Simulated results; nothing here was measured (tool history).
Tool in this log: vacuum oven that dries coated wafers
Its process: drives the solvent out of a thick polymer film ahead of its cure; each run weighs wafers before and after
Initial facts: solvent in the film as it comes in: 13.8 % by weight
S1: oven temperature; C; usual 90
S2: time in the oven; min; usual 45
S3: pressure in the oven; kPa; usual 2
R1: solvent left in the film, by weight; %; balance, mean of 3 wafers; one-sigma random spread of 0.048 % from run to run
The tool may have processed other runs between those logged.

run 1 hour=0 | S1=90 S2=45 S3=2 | R1=2.45
run 2 hour=40.7 | S1=90 S2=45 S3=2 | R1=2.38
run 3 hour=93.6 | S1=90 S2=25 S3=2 | R1=3.55
run 4 hour=126.6 | S1=90 S2=25 S3=2.04 | R1=3.56
run 5 hour=185.5 | S1=90 S2=65 S3=2 | R1=2.12
run 6 hour=242.4 | S1=90 S2=65 S3=2 | R1=2.17
run 7 hour=315.2 | S1=90 S2=65 S3=2 | R1=2.17
run 8 hour=369.2 | S1=90 S2=65 S3=2 | R1=2.16
run 9 hour=442.3 | S1=90 S2=65 S3=2 | R1=2.18
run 10 hour=509.5 | S1=90 S2=65 S3=2 | R1=2.28
run 11 hour=554.8 | S1=90 S2=65 S3=2 | R1=2.24
run 12 hour=621.6 | S1=90 S2=65 S3=2 | R1=2.16
run 13 hour=677.9 | S1=90 S2=65 S3=2 | R1=2.21
run 14 hour=745.9 | S1=90 S2=65 S3=2 | R1=2.23
run 15 hour=796.5 | S1=90 S2=65 S3=2 | R1=2.3
run 16 hour=826.6 | S1=90 S2=45 S3=2 | R1=2.46
run 17 hour=865.6 | S1=90 S2=45 S3=2 | R1=2.57
run 18 hour=926.1 | S1=90 S2=45 S3=2 | R1=2.59
run 19 hour=1000.7 | S1=90 S2=45 S3=2 | R1=2.53
run 20 hour=1047.8 | S1=90 S2=45 S3=2 | R1=2.55
run 21 hour=1105.5 | S1=76 S2=45 S3=3 | R1=6.86
-- hour=1155.9 vacuum gauge cleaned of residue and calibrated
run 22 hour=1176.5 | S1=90 S2=39 S3=2 | R1=2.34
run 23 hour=1212.5 | S1=79 S2=25 S3=2.64 | R1=6.51
run 24 hour=1274.7 | S1=79 S2=25 S3=2.64 | R1=6.49
run 25 hour=1345.6 | S1=79 S2=25 S3=2.64 | R1=6.47
-- hour=1385.8 oven's thermocouples calibrated
run 26 hour=1419.9 | S1=100 S2=52 S3=6.83 | R1=4.35
run 27 hour=1458.6 | S1=90 S2=45 S3=4.22 | R1=4.29
run 28 hour=1517 | S1=101 S2=57 S3=1.41 | R1=1.04
run 29 hour=1578.2 | S1=76 S2=42 S3=2 | R1=5.31
run 30 hour=1640.6 | S1=85 S2=45 S3=7.07 | R1=8.45
run 31 hour=1683.8 | S1=75 S2=23 S3=7.07 | R1=12.68
run 32 hour=1717.2 | S1=84 S2=26 S3=7.07 | R1=9.37
run 33 hour=1750.6 | S1=84 S2=44 S3=4.87 | R1=6.44
run 34 hour=1814.4 | S1=80 S2=45 S3=7.2 | R1=10.39
run 35 hour=1847.5 | S1=90 S2=45 S3=6.39 | R1=6.18
run 36 hour=1890.9 | S1=90 S2=45 S3=6.39 | R1=6.18
run 37 hour=1925.6 | S1=90 S2=45 S3=6.39 | R1=6.26
run 38 hour=1967.6 | S1=90 S2=45 S3=6.39 | R1=6.12
run 39 hour=2015.9 | S1=90 S2=45 S3=6.39 | R1=6.26
run 40 hour=2049.8 | S1=87 S2=22 S3=2 | R1=4.52

Predict each of these 3 candidate next runs independently; none follows another, all start after run 40:
run A hour=2113.1 | S1=99 S2=22 S3=2 | R1=?
run B hour=2113.1 | S1=80 S2=45 S3=2 | R1=?
run C hour=2113.1 | S1=87 S2=44 S3=5.37 | R1=?

run=A R1=2.2
run=B R1=4.14
run=C R1=6.2
Without the tool's hidden state the same runs would have given:
run=A R1=2.09
run=B R1=3.9
run=C R1=6.03
